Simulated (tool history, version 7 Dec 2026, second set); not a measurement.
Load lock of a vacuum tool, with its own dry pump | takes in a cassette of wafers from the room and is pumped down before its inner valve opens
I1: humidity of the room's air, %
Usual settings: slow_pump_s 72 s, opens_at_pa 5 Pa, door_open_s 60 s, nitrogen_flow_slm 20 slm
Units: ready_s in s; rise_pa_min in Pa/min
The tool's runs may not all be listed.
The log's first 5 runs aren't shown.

run 6 hour=887.1 | slow_pump_s=72 opens_at_pa=10 door_open_s=60 nitrogen_flow_slm=20 | I1=46.2 | ready_s=152.1 rise_pa_min=0.017
run 7 hour=988.8 | slow_pump_s=71 opens_at_pa=5 door_open_s=60 nitrogen_flow_slm=20 | I1=45 | ready_s=157.7 rise_pa_min=0.02
run 8 hour=1120.9 | slow_pump_s=72 opens_at_pa=5 door_open_s=60 nitrogen_flow_slm=20 | I1=40.7 | ready_s=159.4 rise_pa_min=0.018
run 9 hour=1289.1 | slow_pump_s=72 opens_at_pa=5 door_open_s=60 nitrogen_flow_slm=20 | I1=42.7 | ready_s=157.5 rise_pa_min=0.017
run 10 hour=1471.8 | slow_pump_s=72 opens_at_pa=5 door_open_s=60 nitrogen_flow_slm=20 | I1=48.7 | ready_s=156.5 rise_pa_min=0.022
run 11 hour=1667.9 | slow_pump_s=72 opens_at_pa=5 door_open_s=60 nitrogen_flow_slm=12 | I1=46.5 | ready_s=156.7 rise_pa_min=0.021
run 12 hour=1834.9 | slow_pump_s=72 opens_at_pa=5 door_open_s=60 nitrogen_flow_slm=12 | I1=45.4 | ready_s=158.3 rise_pa_min=0.024
run 13 hour=2069.6 | slow_pump_s=72 opens_at_pa=5 door_open_s=60 nitrogen_flow_slm=12 | I1=44.4 | ready_s=158.2 rise_pa_min=0.024
run 14 hour=2247.3 | slow_pump_s=72 opens_at_pa=5 door_open_s=60 nitrogen_flow_slm=20 | I1=44.3 | ready_s=156.9 rise_pa_min=0.017
run 15 hour=2485.7 | slow_pump_s=72 opens_at_pa=5 door_open_s=60 nitrogen_flow_slm=20 | I1=43.5 | ready_s=156.7 rise_pa_min=0.023
run 16 hour=2717 | slow_pump_s=72 opens_at_pa=5 door_open_s=60 nitrogen_flow_slm=20 | I1=47.1 | ready_s=157.5 rise_pa_min=0.023
run 17 hour=2876.9 | slow_pump_s=137 opens_at_pa=5 door_open_s=60 nitrogen_flow_slm=20 | I1=46.9 | ready_s=208.3 rise_pa_min=0.025
run 18 hour=3039.6 | slow_pump_s=72 opens_at_pa=5 door_open_s=31 nitrogen_flow_slm=20 | I1=40.6 | ready_s=157.2 rise_pa_min=0.011
run 19 hour=3185.3 | slow_pump_s=72 opens_at_pa=5 door_open_s=31 nitrogen_flow_slm=20 | I1=42.6 | ready_s=156.5 rise_pa_min=0.011
-- hour=3229.6 dry pump taken out, an overhauled one fitted
run 20 hour=3309.2 | slow_pump_s=72 opens_at_pa=5 door_open_s=31 nitrogen_flow_slm=20 | I1=44.8 | ready_s=157.1 rise_pa_min=0.014
run 21 hour=3460.4 | slow_pump_s=70 opens_at_pa=5 door_open_s=31 nitrogen_flow_slm=20 | I1=47.7 | ready_s=157.3 rise_pa_min=0.021
run 22 hour=3603.5 | slow_pump_s=90 opens_at_pa=7 door_open_s=31 nitrogen_flow_slm=20 | I1=41.9 | ready_s=168.8 rise_pa_min=0.011
run 23 hour=3716.3 | slow_pump_s=90 opens_at_pa=7 door_open_s=31 nitrogen_flow_slm=20 | I1=47.8 | ready_s=168.4 rise_pa_min=0.014
run 24 hour=3902.4 | slow_pump_s=69 opens_at_pa=7 door_open_s=217 nitrogen_flow_slm=25 | I1=45.8 | ready_s=150.8 rise_pa_min=0.034
run 25 hour=4067.6 | slow_pump_s=72 opens_at_pa=9 door_open_s=60 nitrogen_flow_slm=29 | I1=44.9 | ready_s=151.9 rise_pa_min=0.016

Forecast run 26:
run 26 hour=4207.7 | slow_pump_s=72 opens_at_pa=6 door_open_s=60 nitrogen_flow_slm=37 | I1=47.5 | ready_s=? rise_pa_min=?

Run 26 gave ready_s 155.5 s, rise_pa_min 0.013 Pa/min.
Without the tool's hidden state the same run would have given ready_s 155.5 s, rise_pa_min 0.013 Pa/min.
